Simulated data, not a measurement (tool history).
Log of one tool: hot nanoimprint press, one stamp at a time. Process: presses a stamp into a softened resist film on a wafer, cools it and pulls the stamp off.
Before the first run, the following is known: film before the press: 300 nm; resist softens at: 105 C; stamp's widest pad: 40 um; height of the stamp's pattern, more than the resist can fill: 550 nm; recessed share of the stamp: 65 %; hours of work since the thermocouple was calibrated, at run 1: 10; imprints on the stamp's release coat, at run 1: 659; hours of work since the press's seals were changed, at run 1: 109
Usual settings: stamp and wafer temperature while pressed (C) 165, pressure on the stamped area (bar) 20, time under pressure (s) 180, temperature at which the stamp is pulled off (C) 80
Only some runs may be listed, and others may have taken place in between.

run     day  stamp and wafer temperature while pressed (C)  pressure on the stamped area (bar)  time under pressure (s)  temperature at which the stamp is pulled off (C)  hours of work since the thermocouple was calibrated  imprints on the stamp's release coat  hours of work since the press's seals were changed  resist left under the stamp's widest pad (Å)  greatest force while the stamp is pulled off (N)
  1       0                                            165                                  20                      180                                                80                                                   10                                   659                                                 109                                          1741                                               123
  2   0.617                                            165                                  20                      180                                                80                                                   19                                   728                                                 118                                          1720                                               124
      1.438  -- stamp cleaned and given a new release coat
  3   1.529                                            165                                28.8                      180                                                80                                                   28                                    10                                                 128                                          1483                                               103
  4   2.083                                            165                                  20                       99                                                80                                                   37                                    72                                                 136                                          2097                                               105
  5   2.475                                            165                                  20                       99                                                80                                                   42                                   116                                                 142                                          2037                                               105
  6   2.983                                            165                                  20                       99                                                80                                                   50                                   172                                                 150                                          2092                                               110
  7   3.533                                            165                                  20                       99                                                80                                                   58                                   234                                                 158                                          2080                                               111
  8    4.15                                            165                                  20                       99                                                80                                                   67                                   302                                                 167                                          2091                                               111
      4.338  -- plate thermocouple calibrated
  9   4.771                                            165                                  20                      180                                                80                                                    6                                   358                                                 174                                          1754                                               115
 10   5.233                                            165                                  32                      180                                                80                                                   13                                   409                                                 181                                          1430                                               120
 11   5.896                                            165                                  32                      180                                                80                                                   23                                   484                                                 191                                          1438                                               120
 12   6.296                                            165                                  32                      180                                                80                                                   29                                   528                                                 196                                          1437                                               121
 13   6.825                                            165                                  32                      180                                                80                                                   37                                   587                                                 204                                          1447                                               123
      7.171  -- plate thermocouple calibrated, once more
 14   7.612                                            165                                  20                      180                                                80                                                    7                                   661                                                 214                                          1763                                               122
 15   7.929                                            165                                  20                      180                                                80                                                   11                                   696                                                 219                                          1747                                               125
 16   8.404                                            165                                  20                      180                                                80                                                   18                                   749                                                 226                                          1770                                               128
      9.017  -- stamp cleaned and given a new release coat
 17   9.188                                            165                                25.8                      180                                                66                                                   26                                    19                                                 233                                          1575                                               131
 18   9.767                                            165                                  28                      128                                                80                                                   35                                    84                                                 242                                          1740                                               106
 19  10.496                                            165                                  20                      174                                                80                                                   45                                   165                                                 253                                          1799                                               105
 20  10.975                                            167                                  20                      180                                                80                                                   52                                   218                                                 260                                          1612                                               113
 21  11.558                                            175                                14.6                      180                                                80                                                   61                                   283                                                 268                                          1257                                               112
 22  12.071                                            173                                  20                      220                                                80                                                   68                                   341                                                 276                                          1107                                               119
 23  12.758                                            165                                  20                      101                                                80                                                   79                                   417                                                 286                                          2091                                               120
 24  13.083                                            165                                13.3                      112                                                80                                                   83                                   453                                                 291                                          2280                                               116
 25  13.458                                            165                                13.3                      112                                                80                                                   89                                   496                                                 296                                          2281                                               119
 26  14.029                                            161                                  26                      107                                                75                                                   97                                   559                                                 305                                          2196                                               128
 27   14.45                                            165                                26.4                      180                                                80                                                  103                                   606                                                 311                                          1598                                               120
 28  14.971                                            174                                  20                      180                                                77                                                  111                                   664                                                 318                                          1151                                               127
 29  15.683                                            162                                14.3                      160                                                84                                                  122                                   744                                                 329                                          2303                                               115

What if the next run were any one of these 4? Each begins from the tool's condition after run 29:
     16.371  -- stamp cleaned and given a new release coat
  A  16.412                                            165                                  20                      180                                                70                                                  129                                     4                                                 336                                             ?                                                 ?
     16.371  -- stamp cleaned and given a new release coat
  B  16.412                                            162                                24.6                      105                                                80                                                  129                                     4                                                 336                                             ?                                                 ?
     16.371  -- stamp cleaned and given a new release coat
  C  16.412                                            162                                14.3                      205                                                84                                                  129                                     4                                                 336                                             ?                                                 ?
     16.371  -- stamp cleaned and given a new release coat
  D  16.412                                            162                                14.3                      249                                                84                                                  129                                     4                                                 336                                             ?                                                 ?

run  resist left under the stamp's widest pad (Å)  greatest force while the stamp is pulled off (N)
  A                                          1800                                               121
  B                                          2174                                                99
  C                                          2206                                                99
  D                                          2131                                               102
Had the tool no hidden state, the same runs would have come out as:
run  resist left under the stamp's widest pad (Å)  greatest force while the stamp is pulled off (N)
  A                                          1751                                               120
  B                                          2125                                                98
  C                                          2161                                                98
  D                                          2084                                               101

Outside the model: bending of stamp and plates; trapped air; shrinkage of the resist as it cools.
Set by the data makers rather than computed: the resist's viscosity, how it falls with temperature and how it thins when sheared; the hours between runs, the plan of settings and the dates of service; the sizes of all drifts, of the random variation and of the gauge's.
